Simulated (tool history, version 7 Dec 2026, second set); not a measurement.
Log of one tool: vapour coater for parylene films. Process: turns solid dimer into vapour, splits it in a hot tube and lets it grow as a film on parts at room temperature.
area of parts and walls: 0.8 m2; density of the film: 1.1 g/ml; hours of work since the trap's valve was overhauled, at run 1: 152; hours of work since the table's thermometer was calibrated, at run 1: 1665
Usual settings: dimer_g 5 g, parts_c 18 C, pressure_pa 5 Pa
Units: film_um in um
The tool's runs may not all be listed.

run,hour,dimer_g,parts_c,pressure_pa,hours of work since the trap's valve was overhauled,hours of work since the table's thermometer was calibrated,film_um
1,0,5,18,5,152,1665,3.93
2,40.7,5,18,2.85,187,1700,4.03
3,85.4,5,18,2.85,225,1738,3.94
4,111.1,5,18,2.85,247,1761,3.97
5,146.2,5,18,2.85,277,1791,3.98
6,196.1,5,18,2.85,320,1833,3.97
7,234,5,18,5,353,1866,3.77
8,274.9,5,18,5,388,1901,3.74
9,329.4,5,18,5,434,1948,3.74
# hour 350.6: table's thermometer calibrated
10,376.2,4,18,5.75,474,22,2.84
11,411.5,5,23,11.85,504,52,2.68
12,434,5,23,11.85,523,72,2.68
13,485.4,8,30,2.91,567,116,3.43
14,532.8,5,11,2.69,608,156,4.88
15,561.1,5,11,2.69,632,180,4.75
16,590.5,5,22,3.34,657,206,2.91

Forecast run 17:
# hour 630.9: trap's valve overhauled
17,647.9,5,19,5,15,252,?

Run 17 gave film_um 3.83 um.
Without the tool's hidden state the same run would have given film_um 3.88 um.
